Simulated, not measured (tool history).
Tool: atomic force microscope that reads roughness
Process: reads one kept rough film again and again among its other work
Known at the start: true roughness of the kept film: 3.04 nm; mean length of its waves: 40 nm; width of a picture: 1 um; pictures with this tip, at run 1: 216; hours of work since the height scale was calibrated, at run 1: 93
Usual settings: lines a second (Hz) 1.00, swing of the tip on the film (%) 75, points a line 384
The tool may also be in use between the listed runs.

run,day,lines a second (Hz),swing of the tip on the film (%),points a line,pictures with this tip,hours of work since the height scale was calibrated,roughness of the kept film (nm (root mean square))
1,0.000,1.00,75,384,216,93,2.307
# day 0.600: new tip fitted
2,0.892,1.00,75,384,6,103,2.592
3,1.479,1.00,70,384,20,110,2.630
4,2.562,1.00,70,384,44,123,2.588
5,3.208,1.51,75,384,59,130,2.433
6,4.321,1.51,75,384,84,143,2.388
7,4.929,3.14,66,835,98,150,2.310
# day 5.062: height scale calibrated on a step standard
8,5.750,1.62,75,835,116,8,2.339
9,6.662,0.57,80,547,137,19,2.465
# day 7.350: height scale calibrated on a step standard, once more
10,7.483,0.57,80,547,154,2,2.427
11,8.404,0.57,86,295,175,12,2.349

5 ways to go on from here, each from the tool as it stands after run 11. What would each give?
A,9.504,0.57,86,447,200,25,?
B,9.504,0.57,86,747,200,25,?
C,9.504,1.94,76,384,200,25,?
D,9.504,1.00,75,435,200,25,?
E,9.504,1.40,70,496,200,25,?

run,roughness of the kept film (nm (root mean square))
A,2.320
B,2.331
C,2.141
D,2.324
E,2.303
Without the tool's hidden state the same runs would have given:
run,roughness of the kept film (nm (root mean square))
A,2.611
B,2.623
C,2.410
D,2.615
E,2.592
